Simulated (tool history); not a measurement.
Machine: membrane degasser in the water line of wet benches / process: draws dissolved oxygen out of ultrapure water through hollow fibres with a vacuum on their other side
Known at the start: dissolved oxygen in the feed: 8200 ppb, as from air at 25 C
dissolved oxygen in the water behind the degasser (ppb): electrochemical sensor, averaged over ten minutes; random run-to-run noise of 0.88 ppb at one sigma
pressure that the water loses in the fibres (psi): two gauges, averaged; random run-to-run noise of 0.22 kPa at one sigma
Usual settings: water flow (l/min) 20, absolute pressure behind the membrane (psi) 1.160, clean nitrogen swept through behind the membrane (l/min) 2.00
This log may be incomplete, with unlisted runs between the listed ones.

run	hour	water flow (l/min)	absolute pressure behind the membrane (psi)	clean nitrogen swept through behind the membrane (l/min)	dissolved oxygen in the water behind the degasser (ppb)	pressure that the water loses in the fibres (psi)
1	0.0	20	1.160	2.00	137.1	7.941
2	115.0	20	1.160	2.00	136.5	7.968
3	228.3	20	1.160	2.00	136.8	7.881
4	366.8	20	1.160	2.00	135.4	7.935
5	470.2	20	1.160	2.00	137.8	7.984
6	592.6	20	1.160	4.35	74.7	7.951
7	714.5	20	1.160	4.35	75.0	7.942
8	816.0	20	1.160	4.35	75.4	7.974
9	960.7	13	0.828	2.77	33.4	5.192
10	1146.9	13	0.828	2.77	33.7	5.210
11	1334.2	30	1.968	1.58	537.1	11.977
12	1467.2	30	1.968	1.58	531.7	11.909

Alternative continuations, all from the tool just after run 12; predict every row:
A	1615.6	14	1.709	2.00	?	?
B	1615.6	30	1.968	5.55	?	?
C	1615.6	30	0.799	1.09	?	?
D	1615.6	25	0.944	2.00	?	?

run	dissolved oxygen in the water behind the degasser (ppb)	pressure that the water loses in the fibres (psi)
A	152.7	5.559
B	243.6	11.967
C	251.5	11.944
D	154.9	9.938
Without the tool's hidden state the same runs would have given:
run	dissolved oxygen in the water behind the degasser (ppb)	pressure that the water loses in the fibres (psi)
A	144.7	5.366
B	223.9	11.557
C	220.1	11.535
D	137.4	9.599
